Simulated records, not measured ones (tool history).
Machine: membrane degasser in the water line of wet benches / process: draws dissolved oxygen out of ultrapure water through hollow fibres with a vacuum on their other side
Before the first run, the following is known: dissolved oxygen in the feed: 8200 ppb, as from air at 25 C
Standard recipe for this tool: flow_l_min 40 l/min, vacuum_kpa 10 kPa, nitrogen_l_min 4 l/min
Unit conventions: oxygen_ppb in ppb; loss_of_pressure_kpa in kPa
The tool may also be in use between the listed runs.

run	hour	flow_l_min	vacuum_kpa	nitrogen_l_min	oxygen_ppb	loss_of_pressure_kpa
1	0	40	10	4	166.3	68.34
2	110.5	40	10	4	166.7	68.45
3	219.7	40	10	4	166.7	68.07
4	340.8	40	10	4	166.5	68.32
5	475	40	10	4	166.7	68.44
6	563	54	10	4	237.3	92.33
7	661.4	40	10	3.21	203.7	68.81
8	736.2	40	10	3.21	203.5	68.59
9	835.9	40	10	3.12	208.7	68.55
10	951.5	40	10	3.12	210.1	68.22
11	1028.1	40	10	3.12	209	68.53
12	1185.5	40	10	3.12	208.9	68.48
13	1287.4	40	10	3.12	209.4	68.61
14	1430.9	40	10	3.12	208.7	68.82
15	1506.7	40	10	3.12	209.9	68.54
16	1609.1	40	10	4	168.9	68.54
# hour 1670.6: vacuum gauge calibrated
17	1786.1	40	8.7	6.69	84.9	68.62
18	1969.1	40	12.9	2.9	307.2	68.56
19	2059.4	40	12.9	2.9	307.2	68.95
20	2154.8	40	12.9	2.9	306	69.09
21	2323.5	42	11.4	9.19	98.6	72.33
22	2420.1	42	11.4	9.19	98.6	71.92
23	2517.6	32	11.4	5.37	119.9	55.21
24	2695.8	58	10	4	259	99.85
25	2803.6	58	10	4	258.4	99.91
26	2924.2	58	10	4	259.6	100.04
27	3098.5	40	12.8	11.38	89.3	68.69
28	3276.3	44	13.8	4	277.4	75.93
29	3431.4	40	13.3	4	241	69.07
30	3573	37	19.1	4.3	324.2	63.85
31	3685.6	37	19.1	4.3	323.6	64
32	3827.8	34	16.5	6.26	178.1	58.56

What if the next run were any one of these 4? Each begins from the tool's condition after run 32:
A	3973.4	34	16.4	4.13	?	?
B	3973.4	30	19.1	6.26	?	?
C	3973.4	50	17.4	4	?	?
D	3973.4	25	19.2	3.28	?	?

run	oxygen_ppb	loss_of_pressure_kpa
A	259.2	58.77
B	187.8	51.95
C	417.9	86.7
D	291.9	43.09
The same runs, with their run-to-run variation unchanged, on a tool lacking any hidden condition would have given:
run	oxygen_ppb	loss_of_pressure_kpa
A	253	58.01
B	182.5	51.28
C	410.5	85.58
D	283.2	42.53
